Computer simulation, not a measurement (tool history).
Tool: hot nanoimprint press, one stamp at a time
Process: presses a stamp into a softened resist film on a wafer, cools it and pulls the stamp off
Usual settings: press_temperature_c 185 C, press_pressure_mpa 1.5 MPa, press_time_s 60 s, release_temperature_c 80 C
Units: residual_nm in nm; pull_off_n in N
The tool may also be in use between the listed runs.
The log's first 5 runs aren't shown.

{"run": 6, "hour": 28.5, "press_temperature_c": 185, "press_pressure_mpa": 1.5, "press_time_s": 60, "release_temperature_c": 80, "residual_nm": 389.5, "pull_off_n": 217}
{"run": 7, "hour": 37.3, "press_temperature_c": 185, "press_pressure_mpa": 1.5, "press_time_s": 60, "release_temperature_c": 80, "residual_nm": 385.8, "pull_off_n": 221}
{"run": 8, "hour": 41.8, "press_temperature_c": 177, "press_pressure_mpa": 1.5, "press_time_s": 60, "release_temperature_c": 80, "residual_nm": 497.7, "pull_off_n": 224}
{"run": 9, "hour": 50.7, "press_temperature_c": 185, "press_pressure_mpa": 1.5, "press_time_s": 60, "release_temperature_c": 80, "residual_nm": 387.7, "pull_off_n": 219}
{"run": 10, "hour": 59.1, "press_temperature_c": 185, "press_pressure_mpa": 1.5, "press_time_s": 60, "release_temperature_c": 80, "residual_nm": 383.8, "pull_off_n": 225}
{"run": 11, "hour": 66.1, "press_temperature_c": 185, "press_pressure_mpa": 1.5, "press_time_s": 60, "release_temperature_c": 80, "residual_nm": 387.6, "pull_off_n": 225}
{"run": 12, "hour": 75.0, "press_temperature_c": 185, "press_pressure_mpa": 1.5, "press_time_s": 60, "release_temperature_c": 80, "residual_nm": 385.9, "pull_off_n": 226}
{"run": 13, "hour": 83.2, "press_temperature_c": 185, "press_pressure_mpa": 1.5, "press_time_s": 60, "release_temperature_c": 80, "residual_nm": 384.6, "pull_off_n": 221}
{"run": 14, "hour": 87.3, "press_temperature_c": 185, "press_pressure_mpa": 1.5, "press_time_s": 60, "release_temperature_c": 87, "residual_nm": 384.8, "pull_off_n": 190}
{"run": 15, "hour": 97.3, "press_temperature_c": 185, "press_pressure_mpa": 1.5, "press_time_s": 60, "release_temperature_c": 87, "residual_nm": 384.4, "pull_off_n": 186}
{"run": 16, "hour": 104.6, "press_temperature_c": 185, "press_pressure_mpa": 1.5, "press_time_s": 68, "release_temperature_c": 80, "residual_nm": 371.7, "pull_off_n": 226}
{"run": 17, "hour": 110.3, "press_temperature_c": 185, "press_pressure_mpa": 1.5, "press_time_s": 56, "release_temperature_c": 80, "residual_nm": 399.8, "pull_off_n": 227}
{"run": 18, "hour": 115.0, "press_temperature_c": 185, "press_pressure_mpa": 1.5, "press_time_s": 56, "release_temperature_c": 80, "residual_nm": 395.6, "pull_off_n": 226}
{"run": 19, "hour": 123.5, "press_temperature_c": 178, "press_pressure_mpa": 2.26, "press_time_s": 60, "release_temperature_c": 80, "residual_nm": 428.8, "pull_off_n": 228}
{"run": 20, "hour": 128.7, "press_temperature_c": 178, "press_pressure_mpa": 2.26, "press_time_s": 60, "release_temperature_c": 80, "residual_nm": 432.1, "pull_off_n": 230}
{"run": 21, "hour": 135.3, "press_temperature_c": 190, "press_pressure_mpa": 1.15, "press_time_s": 49, "release_temperature_c": 67, "residual_nm": 388.1, "pull_off_n": 307}
{"run": 22, "hour": 139.6, "press_temperature_c": 185, "press_pressure_mpa": 1.5, "press_time_s": 67, "release_temperature_c": 80, "residual_nm": 371.5, "pull_off_n": 224}
{"run": 23, "hour": 145.3, "press_temperature_c": 182, "press_pressure_mpa": 1.75, "press_time_s": 60, "release_temperature_c": 80, "residual_nm": 411.5, "pull_off_n": 221}
{"run": 24, "hour": 150.5, "press_temperature_c": 185, "press_pressure_mpa": 1.2, "press_time_s": 115, "release_temperature_c": 80, "residual_nm": 331.1, "pull_off_n": 231}
{"run": 25, "hour": 159.7, "press_temperature_c": 189, "press_pressure_mpa": 0.99, "press_time_s": 115, "release_temperature_c": 80, "residual_nm": 307.9, "pull_off_n": 219}
{"run": 26, "hour": 166.1, "press_temperature_c": 174, "press_pressure_mpa": 1.25, "press_time_s": 98, "release_temperature_c": 80, "residual_nm": 501.5, "pull_off_n": 228}
{"run": 27, "hour": 175.4, "press_temperature_c": 195, "press_pressure_mpa": 1.46, "press_time_s": 92, "release_temperature_c": 79, "residual_nm": 225.7, "pull_off_n": 227}

The next listed run, before its measurement:
{"run": 28, "hour": 179.5, "press_temperature_c": 176, "press_pressure_mpa": 2.38, "press_time_s": 38, "release_temperature_c": 75, "residual_nm": "?", "pull_off_n": "?"}

{"run 28": {"residual_nm": 508.8, "pull_off_n": 246}}
Without the tool's hidden state the same run would have given residual_nm 508.1 nm, pull_off_n 245 N.
